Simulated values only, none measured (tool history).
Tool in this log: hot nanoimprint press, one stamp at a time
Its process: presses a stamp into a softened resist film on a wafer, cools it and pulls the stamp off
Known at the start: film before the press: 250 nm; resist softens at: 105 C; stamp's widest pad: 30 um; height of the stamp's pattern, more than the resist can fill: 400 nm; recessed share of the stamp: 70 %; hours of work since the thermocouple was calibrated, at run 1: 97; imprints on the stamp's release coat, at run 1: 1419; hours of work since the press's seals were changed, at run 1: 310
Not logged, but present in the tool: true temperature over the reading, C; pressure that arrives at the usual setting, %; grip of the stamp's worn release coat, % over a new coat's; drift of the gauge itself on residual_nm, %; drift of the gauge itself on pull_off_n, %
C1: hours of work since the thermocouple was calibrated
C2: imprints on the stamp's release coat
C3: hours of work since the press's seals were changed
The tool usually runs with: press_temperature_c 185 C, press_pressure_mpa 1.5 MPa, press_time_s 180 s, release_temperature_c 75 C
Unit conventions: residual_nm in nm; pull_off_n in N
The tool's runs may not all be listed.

Run 1, hour 0: usual settings; C1 97; C2 1419; C3 310. Result: residual_nm 90.9 nm, pull_off_n 112 N.
At hour 27.4: stamp cleaned and given a new release coat.
Run 2, hour 31.4: usual settings; C1 116; C2 17; C3 328. Result: residual_nm 91.4 nm, pull_off_n 118 N.
Run 3, hour 48: usual settings; C1 128; C2 87; C3 340. Result: residual_nm 90.8 nm, pull_off_n 114 N.
Run 4, hour 67.9: usual settings; C1 143; C2 171; C3 355. Result: residual_nm 91 nm, pull_off_n 117 N.
Run 5, hour 97.2: usual settings; C1 164; C2 294; C3 376. Result: residual_nm 90.8 nm, pull_off_n 120 N.
Run 6, hour 126.9: usual settings; C1 186; C2 418; C3 398. Result: residual_nm 90.8 nm, pull_off_n 115 N.
Run 7, hour 140.8: usual settings; C1 196; C2 477; C3 408. Result: residual_nm 90.8 nm, pull_off_n 119 N.
Run 8, hour 160.7: usual settings but press_time_s 101 s; C1 210; C2 561; C3 423. Result: residual_nm 112.5 nm, pull_off_n 115 N.
Run 9, hour 177.8: usual settings but press_time_s 101 s; C1 223; C2 632; C3 435. Result: residual_nm 112.4 nm, pull_off_n 114 N.
Run 10, hour 197.8: usual settings but press_temperature_c 177 C; C1 238; C2 716; C3 450. Result: residual_nm 120.9 nm, pull_off_n 123 N.
Run 11, hour 219.6: usual settings but press_pressure_mpa 0.95 MPa, press_time_s 232 s, release_temperature_c 64 C; C1 253; C2 808; C3 466. Result: residual_nm 105.6 nm, pull_off_n 129 N.
Run 12, hour 232.2: usual settings but press_pressure_mpa 0.91 MPa, release_temperature_c 82 C; C1 263; C2 861; C3 475. Result: residual_nm 117.9 nm, pull_off_n 110 N.
Run 13, hour 260.2: usual settings but press_pressure_mpa 0.91 MPa, release_temperature_c 82 C; C1 283; C2 978; C3 495. Result: residual_nm 117.7 nm, pull_off_n 110 N.
Run 14, hour 276.7: usual settings but press_pressure_mpa 0.91 MPa, press_time_s 187 s, release_temperature_c 76 C; C1 295; C2 1048; C3 508. Result: residual_nm 116.3 nm, pull_off_n 116 N.
At hour 304.6: plate thermocouple calibrated.
Run 15, hour 304.6: usual settings but press_pressure_mpa 0.91 MPa, press_time_s 187 s, release_temperature_c 76 C; C1 0; C2 1152; C3 526. Result: residual_nm 116.5 nm, pull_off_n 121 N.

Predict each of these 5 candidate next runs independently; none follows another, all start after run 15:
Run A, hour 332.3: usual settings but press_pressure_mpa 1.13 MPa, press_time_s 237 s; C1 20; C2 1269; C3 546. Result: residual_nm ?, pull_off_n ?.
Run B, hour 332.3: usual settings but press_pressure_mpa 1.83 MPa, press_time_s 187 s, release_temperature_c 71 C; C1 20; C2 1269; C3 546. Result: residual_nm ?, pull_off_n ?.
Run C, hour 332.3: usual settings but press_pressure_mpa 0.91 MPa, press_time_s 187 s, release_temperature_c 82 C; C1 20; C2 1269; C3 546. Result: residual_nm ?, pull_off_n ?.
Run D, hour 332.3: usual settings but press_pressure_mpa 2.28 MPa, release_temperature_c 65 C; C1 20; C2 1269; C3 546. Result: residual_nm ?, pull_off_n ?.
Run E, hour 332.3: usual settings but press_temperature_c 183 C, press_time_s 326 s, release_temperature_c 80 C; C1 20; C2 1269; C3 546. Result: residual_nm ?, pull_off_n ?.

run  residual_nm  pull_off_n
  A         95.8         119
  B         80.4         122
  C        116.7         110
  D         72.2         128
  E           78         113
Take away the tool's hidden state, keep each run's random variation, and the runs would have read:
run  residual_nm  pull_off_n
  A         95.8         118
  B         80.3         121
  C        116.7         109
  D         72.1         128
  E         77.9         112
